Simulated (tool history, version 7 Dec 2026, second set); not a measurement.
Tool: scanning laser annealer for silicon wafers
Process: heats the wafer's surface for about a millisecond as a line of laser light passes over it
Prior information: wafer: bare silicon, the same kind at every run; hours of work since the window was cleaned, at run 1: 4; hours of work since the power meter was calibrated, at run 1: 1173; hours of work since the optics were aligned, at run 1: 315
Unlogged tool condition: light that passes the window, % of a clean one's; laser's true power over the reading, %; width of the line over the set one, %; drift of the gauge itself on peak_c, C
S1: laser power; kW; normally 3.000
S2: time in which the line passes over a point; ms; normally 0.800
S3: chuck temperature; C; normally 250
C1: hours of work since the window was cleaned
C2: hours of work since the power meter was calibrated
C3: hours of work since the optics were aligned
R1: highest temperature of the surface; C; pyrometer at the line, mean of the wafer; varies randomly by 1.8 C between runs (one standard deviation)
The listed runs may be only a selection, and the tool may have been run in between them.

run 1 day=0.000 | S1=3.000 S2=0.800 S3=250 | C1=4 C2=1173 C3=315 | R1=1036
run 2 day=2.792 | S1=3.175 S2=0.800 S3=250 | C1=32 C2=1200 C3=342 | R1=1082
run 3 day=5.142 | S1=3.000 S2=0.800 S3=250 | C1=55 C2=1223 C3=365 | R1=1039
run 4 day=8.171 | S1=3.000 S2=0.800 S3=250 | C1=85 C2=1253 C3=395 | R1=1036
run 5 day=11.375 | S1=3.000 S2=0.863 S3=250 | C1=116 C2=1284 C3=426 | R1=1065
run 6 day=12.933 | S1=3.000 S2=0.863 S3=250 | C1=132 C2=1300 C3=442 | R1=1060
run 7 day=16.121 | S1=3.000 S2=0.800 S3=250 | C1=163 C2=1331 C3=473 | R1=1030
run 8 day=18.462 | S1=3.000 S2=0.800 S3=250 | C1=186 C2=1354 C3=496 | R1=1032
run 9 day=21.029 | S1=2.702 S2=0.628 S3=219 | C1=211 C2=1379 C3=521 | R1=848
run 10 day=22.758 | S1=2.735 S2=0.863 S3=250 | C1=228 C2=1396 C3=538 | R1=990
run 11 day=24.600 | S1=2.771 S2=0.800 S3=285 | C1=246 C2=1414 C3=556 | R1=1010
run 12 day=26.921 | S1=3.160 S2=0.659 S3=262 | C1=269 C2=1437 C3=579 | R1=1003
run 13 day=30.075 | S1=2.789 S2=0.663 S3=274 | C1=300 C2=1468 C3=610 | R1=934
run 14 day=31.692 | S1=3.000 S2=0.590 S3=216 | C1=316 C2=1484 C3=626 | R1=880

Per-run results on a tool with no hidden state, each run keeping its own random variation:
run=1 R1=1045
run=2 R1=1093
run=3 R1=1050
run=4 R1=1048
run=5 R1=1080
run=6 R1=1076
run=7 R1=1047
run=8 R1=1050
run=9 R1=864
run=10 R1=1009
run=11 R1=1029
run=12 R1=1024
run=13 R1=954
run=14 R1=901

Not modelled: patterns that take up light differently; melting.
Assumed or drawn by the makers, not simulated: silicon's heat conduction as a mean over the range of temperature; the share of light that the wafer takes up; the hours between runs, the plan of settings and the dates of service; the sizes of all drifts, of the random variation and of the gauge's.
